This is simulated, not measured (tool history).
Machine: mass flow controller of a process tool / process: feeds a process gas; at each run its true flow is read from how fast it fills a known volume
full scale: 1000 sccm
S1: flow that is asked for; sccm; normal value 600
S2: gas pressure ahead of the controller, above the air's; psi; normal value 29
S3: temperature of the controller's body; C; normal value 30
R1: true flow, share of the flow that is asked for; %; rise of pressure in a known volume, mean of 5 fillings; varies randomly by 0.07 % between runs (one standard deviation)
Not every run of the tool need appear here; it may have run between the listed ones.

| run | day | S1 | S2 | S3 | R1 |
|---|---|---|---|---|---|
| 1 | 0 | 600 | 29 | 30 | 98.93 |
| 2 | 10.921 | 328 | 29 | 30 | 98.4 |
| 3 | 20.729 | 328 | 29 | 30 | 98.15 |
| 4 | 29.317 | 328 | 29 | 30 | 98.25 |
| 5 | 36.575 | 328 | 29 | 30 | 98.22 |
| 6 | 46.371 | 195 | 29 | 30 | 98.1 |
| 7 | 57.975 | 600 | 22.9 | 30 | 98.75 |
| 8 | 67.629 | 600 | 29 | 26 | 98.99 |
| 9 | 78.45 | 600 | 29 | 26 | 98.98 |
| 10 | 86.975 | 600 | 29 | 23 | 98.92 |
| 11 | 98.954 | 600 | 29 | 23 | 98.99 |
| 12 | 112.104 | 600 | 29 | 23 | 98.9 |
| 13 | 122.688 | 600 | 29 | 23 | 98.88 |
| 14 | 131.262 | 600 | 29 | 23 | 98.9 |
| 15 | 139.15 | 600 | 29 | 23 | 98.8 |
| 16 | 148.054 | 600 | 29 | 23 | 98.66 |
| 17 | 161.662 | 600 | 29 | 23 | 98.8 |
| 18 | 169.796 | 600 | 29 | 30 | 98.59 |
| 19 | 183.788 | 600 | 29 | 30 | 98.59 |
| 20 | 197.4 | 600 | 29 | 30 | 98.59 |
| 21 | 211.083 | 875 | 29 | 38 | 98.92 |
| 22 | 220.092 | 402 | 29 | 38 | 97.84 |
| 23 | 228.217 | 402 | 29 | 38 | 97.78 |
| 24 | 238.6 | 402 | 29 | 38 | 97.69 |
| 25 | 252.962 | 867 | 29 | 38 | 98.56 |
| 26 | 263.283 | 197 | 32.5 | 36 | 98.03 |
| 27 | 273.667 | 508 | 32.5 | 30 | 98.3 |
| 28 | 282.925 | 508 | 31 | 26 | 98.29 |
| 29 | 295.788 | 508 | 31 | 26 | 98.34 |
| 30 | 309.904 | 801 | 29 | 31 | 98.65 |
| 31 | 322.671 | 801 | 29 | 31 | 98.61 |
| 32 | 331.458 | 801 | 29 | 31 | 98.42 |
| 33 | 339.15 | 801 | 29 | 31 | 98.59 |
| 34 | 349.404 | 600 | 31.2 | 30 | 98.16 |
| 35 | 362.362 | 131 | 31.2 | 28 | 99.03 |
| 36 | 376.3 | 131 | 31.2 | 28 | 98.99 |
| 37 | 389.333 | 148 | 31.2 | 28 | 98.76 |
| 38 | 396.133 | 183 | 26.4 | 28 | 98.37 |
|  | 403.408 | controller's zero set anew |
| 39 | 403.512 | 244 | 29 | 30 | 96.32 |
| 40 | 411.871 | 156 | 28.3 | 35 | 95.95 |

What if the next run were any one of these 4? Each begins from the tool's condition after run 40:
| A | 418.971 | 156 | 28.3 | 35 | ? |
| B | 418.971 | 413 | 32.6 | 21 | ? |
| C | 418.971 | 600 | 32.2 | 23 | ? |
| D | 418.971 | 144 | 23.9 | 35 | ? |

| run | R1 |
|---|---|
| A | 95.89 |
| B | 97.24 |
| C | 97.51 |
| D | 95.74 |
Stripped of hidden state, with their random variation kept, the same runs would have yielded:
| run | R1 |
|---|---|
| A | 97.08 |
| B | 98.58 |
| C | 98.88 |
| D | 96.92 |

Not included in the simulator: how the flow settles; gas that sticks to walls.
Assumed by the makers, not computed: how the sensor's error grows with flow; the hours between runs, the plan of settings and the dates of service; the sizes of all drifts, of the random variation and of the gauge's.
